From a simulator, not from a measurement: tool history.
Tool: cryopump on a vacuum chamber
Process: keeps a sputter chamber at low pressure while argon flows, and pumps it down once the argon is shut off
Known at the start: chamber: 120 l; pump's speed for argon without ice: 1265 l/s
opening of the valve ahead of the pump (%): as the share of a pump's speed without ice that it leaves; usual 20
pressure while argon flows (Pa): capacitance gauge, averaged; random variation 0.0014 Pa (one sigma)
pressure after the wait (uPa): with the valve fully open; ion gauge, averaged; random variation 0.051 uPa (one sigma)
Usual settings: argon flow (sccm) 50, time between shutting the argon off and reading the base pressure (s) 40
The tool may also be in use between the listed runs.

| run | hour | argon flow (sccm) | time between shutting the argon off and reading the base pressure (s) | opening of the valve ahead of the pump (%) | pressure while argon flows (Pa) | pressure after the wait (uPa) |
|---|---|---|---|---|---|---|
| 1 | 0.0 | 50 | 40 | 20 | 0.3502 | 4.39 |
| 2 | 59.6 | 50 | 40 | 20 | 0.3358 | 4.08 |
| 3 | 123.8 | 50 | 40 | 20 | 0.3344 | 4.13 |
| 4 | 177.9 | 50 | 40 | 20 | 0.3342 | 4.15 |
| 5 | 229.2 | 50 | 40 | 17 | 0.3982 | 4.25 |
| 6 | 259.9 | 50 | 40 | 17 | 0.3970 | 4.13 |
| 7 | 310.2 | 48 | 33 | 20 | 0.3238 | 4.90 |
| 8 | 375.1 | 20 | 33 | 20 | 0.1350 | 4.82 |
| 9 | 426.6 | 41 | 204 | 15 | 0.3681 | 1.95 |
| 10 | 469.0 | 41 | 204 | 15 | 0.3710 | 2.01 |
| 11 | 529.2 | 67 | 40 | 20 | 0.4519 | 4.34 |

Not shown: 1 entry that the log had between the listed runs. Between which runs, and how does the tool's hidden state differ before and after?
Between runs 1 and 2: pump warmed up, emptied and cooled again (hour 21.5)
  pump's speed, % of a pump's without ice: 79.4 -> 99.2; cold plate's temperature, K: 12.24 -> 12.25; leak into the chamber, uPa l/s: 1562 -> 1579
  measured less the result without the state, pressure while argon flows (Pa): +0.0177 -> +0.0009; pressure after the wait (uPa): +1.31 -> +1.01

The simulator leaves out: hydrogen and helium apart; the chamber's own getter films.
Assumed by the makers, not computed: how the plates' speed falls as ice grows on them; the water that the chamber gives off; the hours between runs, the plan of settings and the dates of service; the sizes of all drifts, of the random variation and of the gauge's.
